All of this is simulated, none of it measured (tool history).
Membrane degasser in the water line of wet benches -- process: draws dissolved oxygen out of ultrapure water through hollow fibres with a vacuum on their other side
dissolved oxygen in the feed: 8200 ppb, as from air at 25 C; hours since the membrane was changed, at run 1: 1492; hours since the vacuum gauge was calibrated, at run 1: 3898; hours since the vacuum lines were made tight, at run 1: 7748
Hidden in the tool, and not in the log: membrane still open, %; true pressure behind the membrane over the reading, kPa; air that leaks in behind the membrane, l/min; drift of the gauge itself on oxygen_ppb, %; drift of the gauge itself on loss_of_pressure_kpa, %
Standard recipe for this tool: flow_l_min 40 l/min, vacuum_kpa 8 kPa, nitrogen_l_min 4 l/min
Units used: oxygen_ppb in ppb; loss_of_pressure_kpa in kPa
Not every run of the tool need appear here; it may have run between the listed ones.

run,hour,flow_l_min,vacuum_kpa,nitrogen_l_min,hours since the membrane was changed,hours since the vacuum gauge was calibrated,hours since the vacuum lines were made tight,oxygen_ppb,loss_of_pressure_kpa
1,0,40,8,4,1492,3898,7748,259.2,54.98
# hour 225.2: vacuum gauge calibrated
2,258.2,40,8,7.97,1750,33,8006,202.4,54.76
3,586.6,40,8,7.97,2078,361,8334,204,55.49
4,789.2,40,8,7.97,2281,564,8537,205.1,55.2
5,1059.1,61,8,4,2551,834,8807,669.3,83.89
6,1396.4,61,8,4,2888,1171,9144,668.4,84.36
7,1747.9,34,15.64,5.98,3240,1523,9495,247.1,47.26
8,2108.2,34,15.64,11.72,3600,1883,9856,166.9,47.23
9,2291.3,40,9.98,4,3783,2066,10039,298.6,55.5
10,2597.9,53,11.95,7.09,4089,2373,10345,502.9,73.7
11,2774.2,31,13.35,2.9,4266,2549,10522,295.3,43.19
12,2993.6,31,13.35,2.9,4485,2768,10741,298.3,43.09

Across each entry between runs, compare the hidden state at the last listed run before it with the hidden state at the first listed run after it:
From run 1 to run 2: vacuum gauge calibrated (hour 225.2)
  drift of the gauge itself on loss_of_pressure_kpa, %: 0 -> 0.12
  measured minus no-state result, loss_of_pressure_kpa: +0.01 -> +0.07 kPa

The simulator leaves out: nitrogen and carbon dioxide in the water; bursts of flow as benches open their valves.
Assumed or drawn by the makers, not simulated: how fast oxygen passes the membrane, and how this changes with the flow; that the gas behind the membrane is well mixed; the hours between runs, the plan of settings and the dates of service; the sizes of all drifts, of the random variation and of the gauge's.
